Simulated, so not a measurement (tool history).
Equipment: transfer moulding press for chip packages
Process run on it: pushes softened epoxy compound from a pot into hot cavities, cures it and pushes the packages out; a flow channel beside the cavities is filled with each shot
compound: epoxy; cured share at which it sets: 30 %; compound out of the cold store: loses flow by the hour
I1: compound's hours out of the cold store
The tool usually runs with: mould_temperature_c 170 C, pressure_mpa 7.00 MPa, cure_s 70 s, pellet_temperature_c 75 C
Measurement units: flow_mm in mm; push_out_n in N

Run 1, hour 0.0: usual settings; I1 20.7. Result: flow_mm 998 mm, push_out_n 347 N.
Run 2, hour 24.4: usual settings; I1 43.0. Result: flow_mm 929 mm, push_out_n 307 N.
At hour 53.2: cavities cleaned with cleaning compound and waxed.
Run 3, hour 56.6: usual settings; I1 45.2. Result: flow_mm 911 mm, push_out_n 291 N.
Run 4, hour 84.8: usual settings; I1 33.6. Result: flow_mm 945 mm, push_out_n 312 N.
At hour 106.9: cavities cleaned with cleaning compound and waxed.
Run 5, hour 121.5: usual settings; I1 43.6. Result: flow_mm 914 mm, push_out_n 311 N.
Run 6, hour 152.3: usual settings; I1 36.6. Result: flow_mm 941 mm, push_out_n 324 N.
At hour 160.4: cavities cleaned with cleaning compound and waxed.
Run 7, hour 173.8: usual settings but mould_temperature_c 168 C; I1 21.9. Result: flow_mm 1004 mm, push_out_n 397 N.
At hour 214.6: cavities cleaned with cleaning compound and waxed.
Run 8, hour 214.6: usual settings but mould_temperature_c 168 C; I1 21.9. Result: flow_mm 1005 mm, push_out_n 396 N.
Run 9, hour 235.3: usual settings; I1 19.2. Result: flow_mm 1025 mm, push_out_n 339 N.
At hour 258.8: mould's thermocouples calibrated.
Run 10, hour 260.2: usual settings; I1 42.7. Result: flow_mm 914 mm, push_out_n 313 N.
At hour 271.4: cavities cleaned with cleaning compound and waxed.
Run 11, hour 293.2: usual settings; I1 30.8. Result: flow_mm 972 mm, push_out_n 332 N.
Run 12, hour 317.0: usual settings but pressure_mpa 5.59 MPa; I1 12.7. Result: flow_mm 932 mm, push_out_n 345 N.
At hour 326.0: cavities cleaned with cleaning compound and waxed.
Run 13, hour 339.1: usual settings; I1 34.4. Result: flow_mm 949 mm, push_out_n 321 N.
Run 14, hour 375.1: usual settings; I1 26.6. Result: flow_mm 970 mm, push_out_n 331 N.
At hour 381.4: cavities cleaned with cleaning compound and waxed.
Run 15, hour 415.1: usual settings; I1 34.8. Result: flow_mm 941 mm, push_out_n 328 N.
At hour 435.2: cavities cleaned with cleaning compound and waxed.
Run 16, hour 435.8: usual settings but mould_temperature_c 172 C, pressure_mpa 7.17 MPa, cure_s 109 s, pellet_temperature_c 79 C; I1 35.5. Result: flow_mm 953 mm, push_out_n 164 N.
At hour 447.8: plunger's sealing rings changed.
Run 17, hour 455.7: usual settings but mould_temperature_c 172 C, pressure_mpa 7.17 MPa, cure_s 109 s, pellet_temperature_c 79 C; I1 17.9. Result: flow_mm 1013 mm, push_out_n 168 N.
Run 18, hour 479.6: usual settings but mould_temperature_c 172 C, pressure_mpa 7.17 MPa, cure_s 109 s, pellet_temperature_c 79 C; I1 14.4. Result: flow_mm 1041 mm, push_out_n 167 N.
At hour 492.0: cavities cleaned with cleaning compound and waxed.
Run 19, hour 511.7: usual settings but mould_temperature_c 167 C, pressure_mpa 6.10 MPa, cure_s 103 s, pellet_temperature_c 83 C; I1 37.4. Result: flow_mm 904 mm, push_out_n 185 N.
At hour 546.0: cavities cleaned with cleaning compound and waxed.
Run 20, hour 546.6: usual settings but mould_temperature_c 176 C, pressure_mpa 6.10 MPa, cure_s 103 s, pellet_temperature_c 83 C; I1 15.0. Result: flow_mm 942 mm, push_out_n 167 N.
Run 21, hour 572.6: usual settings but mould_temperature_c 176 C, pressure_mpa 8.23 MPa, cure_s 103 s, pellet_temperature_c 79 C; I1 45.7. Result: flow_mm 964 mm, push_out_n 172 N.
At hour 599.6: cavities cleaned with cleaning compound and waxed.
Run 22, hour 608.5: usual settings but mould_temperature_c 176 C, pressure_mpa 8.23 MPa, cure_s 103 s, pellet_temperature_c 79 C; I1 29.9. Result: flow_mm 1011 mm, push_out_n 159 N.
Run 23, hour 628.3: usual settings but mould_temperature_c 167 C; I1 21.3. Result: flow_mm 1024 mm, push_out_n 414 N.
At hour 653.7: cavities cleaned with cleaning compound and waxed.
Run 24, hour 659.1: usual settings but mould_temperature_c 166 C, pressure_mpa 8.02 MPa, pellet_temperature_c 73 C; I1 34.9. Result: flow_mm 1034 mm, push_out_n 426 N.
Run 25, hour 685.6: usual settings but mould_temperature_c 178 C, pressure_mpa 8.02 MPa, cure_s 80 s, pellet_temperature_c 73 C; I1 14.5. Result: flow_mm 1066 mm, push_out_n 174 N.
At hour 707.5: cavities cleaned with cleaning compound and waxed.
Run 26, hour 713.0: usual settings but mould_temperature_c 178 C, pressure_mpa 8.02 MPa, cure_s 80 s, pellet_temperature_c 73 C; I1 17.7. Result: flow_mm 1063 mm, push_out_n 184 N.
Run 27, hour 749.6: usual settings but mould_temperature_c 174 C, pressure_mpa 8.41 MPa, cure_s 59 s, pellet_temperature_c 82 C; I1 35.2. Result: flow_mm 1013 mm, push_out_n 371 N.
At hour 762.5: cavities cleaned with cleaning compound and waxed.
Run 28, hour 790.8: usual settings but cure_s 82 s, pellet_temperature_c 81 C; I1 27.6. Result: flow_mm 981 mm, push_out_n 223 N.
At hour 817.2: cavities cleaned with cleaning compound and waxed.
Run 29, hour 830.6: usual settings but mould_temperature_c 177 C; I1 9.0. Result: flow_mm 1016 mm, push_out_n 214 N.

3 ways to go on from here, each from the tool as it stands after run 29. What would each give?
Run A, hour 856.6: usual settings but cure_s 103 s; I1 9.4. Result: flow_mm ?, push_out_n ?.
Run B, hour 856.6: usual settings but mould_temperature_c 177 C, pressure_mpa 7.20 MPa, cure_s 56 s; I1 33.7. Result: flow_mm ?, push_out_n ?.
Run C, hour 856.6: usual settings but pellet_temperature_c 82 C; I1 36.8. Result: flow_mm ?, push_out_n ?.

run  flow_mm  push_out_n
  A     1044         181
  B      923         345
  C      945         312
Take away the tool's hidden state, keep each run's random variation, and the runs would have read:
run  flow_mm  push_out_n
  A     1048         179
  B      926         339
  C      949         307
